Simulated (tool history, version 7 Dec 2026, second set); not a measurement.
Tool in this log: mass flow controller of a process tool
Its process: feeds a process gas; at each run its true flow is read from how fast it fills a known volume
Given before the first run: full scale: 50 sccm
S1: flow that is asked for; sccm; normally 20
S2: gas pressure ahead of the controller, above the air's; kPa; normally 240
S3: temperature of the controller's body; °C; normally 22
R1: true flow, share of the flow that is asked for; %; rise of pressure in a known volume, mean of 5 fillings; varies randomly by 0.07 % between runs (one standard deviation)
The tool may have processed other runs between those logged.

Run 1, hour 0: usual settings. Result: R1 97.89 %.
Run 2, hour 80.3: usual settings but S3 27 °C. Result: R1 98.07 %.
Run 3, hour 118.2: usual settings but S3 29 °C. Result: R1 98.06 %.
Run 4, hour 179.5: usual settings. Result: R1 97.96 %.
Run 5, hour 253.4: usual settings. Result: R1 98.05 %.
Run 6, hour 320.6: usual settings. Result: R1 97.91 %.
Run 7, hour 395.7: usual settings. Result: R1 97.87 %.
Run 8, hour 430.3: usual settings but S2 164 kPa. Result: R1 98.17 %.
Run 9, hour 478.9: usual settings but S2 164 kPa. Result: R1 98.25 %.
Run 10, hour 548.7: usual settings but S2 272 kPa. Result: R1 97.97 %.
Run 11, hour 597.3: usual settings but S2 148 kPa, S3 35 °C. Result: R1 98.79 %.
Run 12, hour 650.2: usual settings but S2 148 kPa, S3 35 °C. Result: R1 98.76 %.
Run 13, hour 707.9: usual settings but S2 148 kPa, S3 35 °C. Result: R1 98.78 %.
Run 14, hour 760.4: usual settings but S2 148 kPa, S3 35 °C. Result: R1 98.89 %.
Run 15, hour 826.1: usual settings but S1 32 sccm, S2 244 kPa, S3 31 °C. Result: R1 99.36 %.
Run 16, hour 887.8: usual settings but S1 32 sccm, S2 202 kPa, S3 31 °C. Result: R1 99.46 %.
Run 17, hour 923.4: usual settings but S1 32 sccm, S2 202 kPa, S3 31 °C. Result: R1 99.41 %.
Run 18, hour 962.2: usual settings but S1 27 sccm. Result: R1 98.57 %.
Run 19, hour 1016.9: usual settings but S1 31 sccm, S2 221 kPa, S3 26 °C. Result: R1 99.05 %.

What does the tool deliver on the next run?
Run 20, hour 1049.7: usual settings but S1 26 sccm, S2 228 kPa, S3 25 °C. Result: R1 ?.

Run 20 measured R1 98.86 %.
Take away the tool's hidden state, keep the run-to-run variation as it was, and the same run would have given R1 98.49 %.
